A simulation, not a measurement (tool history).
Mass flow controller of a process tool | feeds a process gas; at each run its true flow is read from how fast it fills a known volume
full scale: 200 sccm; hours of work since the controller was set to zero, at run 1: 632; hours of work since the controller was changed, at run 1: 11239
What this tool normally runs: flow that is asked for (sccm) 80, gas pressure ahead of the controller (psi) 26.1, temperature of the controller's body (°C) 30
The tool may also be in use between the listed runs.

run      day  flow that is asked for (sccm)  gas pressure ahead of the controller (psi)  temperature of the controller's body (°C)  hours of work since the controller was set to zero  hours of work since the controller was changed  true flow (%)
  1        0                             80                                        26.1                                         30                                                 632                                           11239          97.76
  2   12.275                             80                                        26.1                                         30                                                 848                                           11455          97.82
  3   22.458                             80                                        26.1                                         30                                                1027                                           11634          97.77
  4   34.392                             80                                        26.1                                         30                                                1237                                           11844          97.74
  5    43.25                             80                                        26.1                                         31                                                1393                                           11999          97.68
  6   52.988                             80                                        26.1                                         31                                                1564                                           12171          97.72
  7   70.571                             80                                        26.1                                         31                                                1873                                           12480          97.54
  8   87.412                             80                                        26.1                                         30                                                2169                                           12776          97.73
  9     96.8                             80                                        26.1                                         30                                                2334                                           12941          97.78
 10  109.154                             80                                        26.1                                         30                                                2551                                           13158          97.77
 11  124.329                             80                                        26.1                                         30                                                2818                                           13425          97.87
 12  140.279                             80                                        26.1                                         30                                                3098                                           13705           97.8
 13  154.417                             80                                        26.1                                         22                                                3347                                           13954          98.55
 14  165.567                             80                                        26.1                                         30                                                3543                                           14149          97.77
 15  177.525                             80                                        26.1                                         30                                                3753                                           14360          97.79
 16    193.8                             80                                        26.1                                         30                                                4039                                           14646          97.86
 17  211.862                             80                                        26.1                                         30                                                4357                                           14963          97.84
 18  231.321                             42                                        34.8                                         30                                                4699                                           15305          97.57
 19  241.388                             42                                        38.6                                         30                                                4876                                           15482          97.61
     248.571  -- controller's zero set anew
 20  250.638                             42                                        38.6                                         30                                                  36                                           15645          97.58
     253.929  -- controller exchanged for a calibrated one
 21  267.067                             42                                        38.6                                         30                                                 231                                             231           97.6
 22  280.779                             76                                        22.6                                         31                                                 472                                             472          97.42
 23  298.579                             76                                        22.6                                         31                                                 785                                             785          97.47
 24  308.546                             80                                        34.7                                         24                                                 960                                             960          98.58
 25  318.292                            136                                        23.1                                         32                                                1131                                            1131          98.26
 26   335.35                            136                                        23.1                                         32                                                1431                                            1431          98.26
 27  348.092                            136                                        23.1                                         39                                                1655                                            1655          97.76
 28   365.85                            182                                        23.1                                         32                                                1967                                            1967          98.88
 29  377.592                            182                                        23.1                                         32                                                2174                                            2174          98.82
 30  392.662                            182                                        23.1                                         32                                                2439                                            2439          99.01
 31  403.721                            182                                        23.1                                         32                                                2633                                            2633          98.92
 32  423.004                            182                                        23.1                                         32                                                2972                                            2972          98.87

What differs in the tool's unlogged condition from the final listed run ahead of each entry between runs to the first listed run following it?
Logged between run 19 and run 20: controller's zero set anew (day 248.571)
  flow at rest that the sensor doesn't see, % of full scale: 0.002 -> 0
Logged between run 20 and run 21: controller exchanged for a calibrated one (day 253.929)
  true flow over the shown one, %: 0.01 -> 0

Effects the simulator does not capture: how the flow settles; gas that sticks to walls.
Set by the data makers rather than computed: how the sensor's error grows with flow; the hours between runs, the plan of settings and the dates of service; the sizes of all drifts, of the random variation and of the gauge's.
